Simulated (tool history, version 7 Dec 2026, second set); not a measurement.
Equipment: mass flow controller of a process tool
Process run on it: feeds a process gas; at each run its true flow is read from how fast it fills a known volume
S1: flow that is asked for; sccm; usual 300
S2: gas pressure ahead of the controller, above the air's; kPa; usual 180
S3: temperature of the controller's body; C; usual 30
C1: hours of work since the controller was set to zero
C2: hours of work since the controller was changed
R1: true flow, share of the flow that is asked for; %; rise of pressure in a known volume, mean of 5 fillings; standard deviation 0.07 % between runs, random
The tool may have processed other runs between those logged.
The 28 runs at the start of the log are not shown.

| run | hour | S1 | S2 | S3 | C1 | C2 | R1 |
|---|---|---|---|---|---|---|---|
| 29 | 7103.8 | 370 | 180 | 30 | 3583 | 9243 | 99.12 |
| 30 | 7426.2 | 572 | 218 | 20 | 3728 | 9387 | 99.49 |
|  | 7642.7 | gauge calibrated |
| 31 | 7651.7 | 572 | 218 | 20 | 3829 | 9489 | 98.32 |
| 32 | 7948 | 572 | 218 | 20 | 3962 | 9622 | 98.45 |
| 33 | 8162.3 | 572 | 218 | 20 | 4058 | 9718 | 98.56 |
| 34 | 8477.3 | 128 | 263 | 29 | 4199 | 9859 | 97.88 |
| 35 | 8756.5 | 128 | 263 | 29 | 4324 | 9984 | 98 |
| 36 | 9099.7 | 128 | 263 | 29 | 4478 | 10138 | 97.96 |
| 37 | 9302.2 | 128 | 263 | 29 | 4569 | 10229 | 98.14 |
| 38 | 9594.4 | 128 | 263 | 29 | 4700 | 10360 | 98.15 |
| 39 | 9749.3 | 312 | 218 | 25 | 4770 | 10429 | 98.45 |
| 40 | 10006.6 | 187 | 144 | 20 | 4885 | 10545 | 97.47 |
| 41 | 10293 | 726 | 143 | 21 | 5013 | 10673 | 99.24 |
| 42 | 10629.3 | 158 | 171 | 30 | 5164 | 10824 | 98.24 |
| 43 | 10858.1 | 158 | 242 | 21 | 5267 | 10927 | 98.17 |
| 44 | 11024.6 | 300 | 198 | 30 | 5341 | 11001 | 98.98 |
| 45 | 11233.8 | 300 | 180 | 38 | 5435 | 11095 | 99.41 |
| 46 | 11434.3 | 163 | 209 | 33 | 5525 | 11185 | 98.79 |
| 47 | 11585.5 | 163 | 209 | 33 | 5593 | 11253 | 98.84 |
|  | 11671 | controller's zero set anew |
| 48 | 11882.9 | 163 | 209 | 33 | 95 | 11386 | 98.79 |

Below are 3 alternative next runs, each starting from the tool's condition after run 48. Predict each:
| A | 12145.5 | 300 | 168 | 39 | 213 | 11504 | ? |
| B | 12145.5 | 464 | 204 | 30 | 213 | 11504 | ? |
| C | 12145.5 | 300 | 243 | 30 | 213 | 11504 | ? |

| run | R1 |
|---|---|
| A | 99.48 |
| B | 99.85 |
| C | 99.36 |
With no hidden state in the tool, these same runs would have given:
| run | R1 |
|---|---|
| A | 98.31 |
| B | 98.68 |
| C | 98.19 |
